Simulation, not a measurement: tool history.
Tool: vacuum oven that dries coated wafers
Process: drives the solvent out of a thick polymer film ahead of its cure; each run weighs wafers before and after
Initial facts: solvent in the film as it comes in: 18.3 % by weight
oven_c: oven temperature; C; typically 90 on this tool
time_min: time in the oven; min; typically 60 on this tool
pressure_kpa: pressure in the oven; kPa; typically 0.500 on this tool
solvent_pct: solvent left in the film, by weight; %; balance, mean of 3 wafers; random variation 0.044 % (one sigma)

run	hour	oven_c	time_min	pressure_kpa	solvent_pct
1	0.0	90	60	0.500	1.91
2	27.0	90	65	0.500	1.67
3	54.1	90	65	0.500	1.64
4	71.8	90	60	0.822	2.18
5	103.5	90	60	0.822	2.01
6	140.1	90	60	0.822	2.19
7	176.7	90	80	0.822	1.34
# hour 180.5: vacuum gauge cleaned of residue and calibrated
8	195.5	92	80	1.303	1.31
9	214.9	88	80	1.303	2.13
10	238.5	88	80	1.303	2.12
11	255.2	88	80	1.303	2.13
# hour 274.2: vacuum gauge cleaned of residue and calibrated, once more
12	275.5	101	60	1.427	0.78
13	301.3	89	81	0.252	1.02

4 ways to go on from here, each from the tool as it stands after run 13. What would each give?
A	318.6	86	82	0.354	?
B	318.6	89	81	0.895	?
C	318.6	104	35	0.601	?
D	318.6	89	78	0.252	?

run	solvent_pct
A	1.90
B	1.54
C	0.69
D	1.23
Without the tool's hidden state the same runs would have given:
run	solvent_pct
A	1.49
B	1.23
C	0.54
D	0.92

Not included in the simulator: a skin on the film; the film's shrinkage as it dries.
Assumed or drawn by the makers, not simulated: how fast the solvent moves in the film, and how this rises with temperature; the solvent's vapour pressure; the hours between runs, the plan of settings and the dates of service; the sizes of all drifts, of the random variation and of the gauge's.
